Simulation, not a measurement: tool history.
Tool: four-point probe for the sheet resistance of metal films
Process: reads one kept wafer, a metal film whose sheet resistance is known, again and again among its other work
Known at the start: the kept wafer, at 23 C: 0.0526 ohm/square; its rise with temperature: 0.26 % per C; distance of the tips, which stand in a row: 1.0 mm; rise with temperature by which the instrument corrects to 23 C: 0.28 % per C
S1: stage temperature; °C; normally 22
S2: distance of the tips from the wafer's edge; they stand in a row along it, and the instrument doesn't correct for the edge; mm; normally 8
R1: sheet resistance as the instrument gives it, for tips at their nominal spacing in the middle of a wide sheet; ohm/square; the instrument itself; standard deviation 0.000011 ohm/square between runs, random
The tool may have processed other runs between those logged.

run 1 hour=0.0 | S1=22 S2=8 | R1=0.053189
run 2 hour=30.4 | S1=22 S2=8 | R1=0.053187
run 3 hour=67.0 | S1=22 S2=8 | R1=0.053194
run 4 hour=109.1 | S1=22 S2=8 | R1=0.053179
run 5 hour=140.9 | S1=22 S2=8 | R1=0.053220
run 6 hour=164.7 | S1=20 S2=8 | R1=0.053237
run 7 hour=190.7 | S1=22 S2=6 | R1=0.053555
-- hour=214.5 stage's thermometer calibrated
run 8 hour=228.3 | S1=22 S2=6 | R1=0.053469
run 9 hour=253.6 | S1=20 S2=24 | R1=0.052756
run 10 hour=286.4 | S1=29 S2=24 | R1=0.052639
run 11 hour=308.6 | S1=26 S2=22 | R1=0.052671
run 12 hour=330.9 | S1=26 S2=22 | R1=0.052707

Branching from run 12: 4 alternative next runs. What would each branch give?
run A hour=356.9 | S1=27 S2=10 | R1=?
run B hour=356.9 | S1=22 S2=5 | R1=?
run C hour=356.9 | S1=26 S2=60 | R1=?
run D hour=356.9 | S1=23 S2=8 | R1=?

run=A R1=0.052893
run=B R1=0.053793
run=C R1=0.052643
run=D R1=0.053114
Without the tool's hidden state the same runs would have given:
run=A R1=0.052824
run=B R1=0.053722
run=C R1=0.052574
run=D R1=0.053044
